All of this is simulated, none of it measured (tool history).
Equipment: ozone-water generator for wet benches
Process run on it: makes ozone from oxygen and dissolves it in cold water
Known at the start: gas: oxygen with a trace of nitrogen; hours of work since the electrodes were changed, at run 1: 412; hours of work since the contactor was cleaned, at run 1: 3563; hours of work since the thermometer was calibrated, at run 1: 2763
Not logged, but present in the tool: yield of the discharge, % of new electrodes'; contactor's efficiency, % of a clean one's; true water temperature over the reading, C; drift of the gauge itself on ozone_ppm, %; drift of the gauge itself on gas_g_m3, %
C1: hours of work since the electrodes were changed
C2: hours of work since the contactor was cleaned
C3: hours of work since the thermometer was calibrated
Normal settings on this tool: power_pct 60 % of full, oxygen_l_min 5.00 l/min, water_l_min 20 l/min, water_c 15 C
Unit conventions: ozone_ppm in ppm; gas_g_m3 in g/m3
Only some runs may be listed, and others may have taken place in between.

run 1 hour=0.0 | power_pct=60 oxygen_l_min=5.00 water_l_min=20 water_c=15 | C1=412 C2=3563 C3=2763 | ozone_ppm=26.5 gas_g_m3=244.2
run 2 hour=14.6 | power_pct=60 oxygen_l_min=5.00 water_l_min=20 water_c=15 | C1=424 C2=3575 C3=2775 | ozone_ppm=26.1 gas_g_m3=246.8
run 3 hour=34.1 | power_pct=60 oxygen_l_min=5.00 water_l_min=20 water_c=15 | C1=440 C2=3591 C3=2792 | ozone_ppm=26.4 gas_g_m3=243.2
run 4 hour=59.5 | power_pct=60 oxygen_l_min=3.10 water_l_min=20 water_c=15 | C1=461 C2=3612 C3=2813 | ozone_ppm=26.4 gas_g_m3=332.9
run 5 hour=78.4 | power_pct=60 oxygen_l_min=3.10 water_l_min=20 water_c=15 | C1=477 C2=3628 C3=2829 | ozone_ppm=26.0 gas_g_m3=331.8
run 6 hour=100.9 | power_pct=60 oxygen_l_min=3.10 water_l_min=16 water_c=15 | C1=496 C2=3647 C3=2848 | ozone_ppm=33.6 gas_g_m3=335.1
run 7 hour=133.5 | power_pct=60 oxygen_l_min=3.10 water_l_min=16 water_c=15 | C1=523 C2=3674 C3=2875 | ozone_ppm=33.2 gas_g_m3=333.1
run 8 hour=163.5 | power_pct=60 oxygen_l_min=7.92 water_l_min=20 water_c=15 | C1=548 C2=3699 C3=2900 | ozone_ppm=25.1 gas_g_m3=182.9
run 9 hour=177.8 | power_pct=60 oxygen_l_min=7.92 water_l_min=20 water_c=15 | C1=560 C2=3711 C3=2912 | ozone_ppm=25.1 gas_g_m3=183.0
run 10 hour=200.5 | power_pct=83 oxygen_l_min=7.92 water_l_min=20 water_c=15 | C1=579 C2=3730 C3=2931 | ozone_ppm=29.8 gas_g_m3=215.5
run 11 hour=215.7 | power_pct=83 oxygen_l_min=7.92 water_l_min=20 water_c=15 | C1=592 C2=3743 C3=2944 | ozone_ppm=29.7 gas_g_m3=216.4
run 12 hour=231.6 | power_pct=83 oxygen_l_min=2.58 water_l_min=13 water_c=15 | C1=605 C2=3756 C3=2957 | ozone_ppm=46.8 gas_g_m3=436.2
run 13 hour=250.8 | power_pct=83 oxygen_l_min=8.80 water_l_min=13 water_c=8 | C1=621 C2=3773 C3=2973 | ozone_ppm=45.3 gas_g_m3=200.5
run 14 hour=284.1 | power_pct=83 oxygen_l_min=8.80 water_l_min=13 water_c=8 | C1=649 C2=3800 C3=3001 | ozone_ppm=45.6 gas_g_m3=203.2
run 15 hour=309.1 | power_pct=83 oxygen_l_min=8.80 water_l_min=13 water_c=8 | C1=670 C2=3821 C3=3022 | ozone_ppm=45.1 gas_g_m3=202.1
run 16 hour=342.8 | power_pct=62 oxygen_l_min=5.00 water_l_min=20 water_c=15 | C1=698 C2=3849 C3=3050 | ozone_ppm=27.1 gas_g_m3=251.1
-- hour=345.6 water thermometer calibrated
run 17 hour=362.8 | power_pct=62 oxygen_l_min=5.00 water_l_min=20 water_c=15 | C1=715 C2=3866 C3=14 | ozone_ppm=26.9 gas_g_m3=249.6
run 18 hour=385.0 | power_pct=62 oxygen_l_min=5.00 water_l_min=20 water_c=15 | C1=733 C2=3884 C3=33 | ozone_ppm=26.4 gas_g_m3=249.8
run 19 hour=418.3 | power_pct=71 oxygen_l_min=4.01 water_l_min=21 water_c=9 | C1=761 C2=3912 C3=61 | ozone_ppm=28.8 gas_g_m3=304.7
run 20 hour=437.6 | power_pct=90 oxygen_l_min=2.91 water_l_min=17 water_c=9 | C1=777 C2=3928 C3=77 | ozone_ppm=40.5 gas_g_m3=422.7
run 21 hour=451.8 | power_pct=68 oxygen_l_min=2.79 water_l_min=20 water_c=15 | C1=789 C2=3940 C3=89 | ozone_ppm=27.4 gas_g_m3=378.0
run 22 hour=480.1 | power_pct=45 oxygen_l_min=2.57 water_l_min=16 water_c=16 | C1=813 C2=3964 C3=113 | ozone_ppm=28.2 gas_g_m3=319.5

What would each run have given without the hidden state, its run-to-run variation left as it was?
run=1 ozone_ppm=27.3 gas_g_m3=245.3
run=2 ozone_ppm=26.8 gas_g_m3=247.9
run=3 ozone_ppm=27.2 gas_g_m3=244.4
run=4 ozone_ppm=27.2 gas_g_m3=334.5
run=5 ozone_ppm=26.8 gas_g_m3=333.5
run=6 ozone_ppm=34.4 gas_g_m3=336.9
run=7 ozone_ppm=34.0 gas_g_m3=334.9
run=8 ozone_ppm=25.9 gas_g_m3=184.0
run=9 ozone_ppm=25.9 gas_g_m3=184.1
run=10 ozone_ppm=30.8 gas_g_m3=217.0
run=11 ozone_ppm=30.7 gas_g_m3=218.0
run=12 ozone_ppm=48.1 gas_g_m3=439.5
run=13 ozone_ppm=46.5 gas_g_m3=202.1
run=14 ozone_ppm=46.8 gas_g_m3=204.9
run=15 ozone_ppm=46.4 gas_g_m3=203.8
run=16 ozone_ppm=28.0 gas_g_m3=252.9
run=17 ozone_ppm=27.8 gas_g_m3=251.5
run=18 ozone_ppm=27.3 gas_g_m3=251.7
run=19 ozone_ppm=29.9 gas_g_m3=307.4
run=20 ozone_ppm=41.9 gas_g_m3=426.9
run=21 ozone_ppm=28.4 gas_g_m3=381.3
run=22 ozone_ppm=29.0 gas_g_m3=321.8

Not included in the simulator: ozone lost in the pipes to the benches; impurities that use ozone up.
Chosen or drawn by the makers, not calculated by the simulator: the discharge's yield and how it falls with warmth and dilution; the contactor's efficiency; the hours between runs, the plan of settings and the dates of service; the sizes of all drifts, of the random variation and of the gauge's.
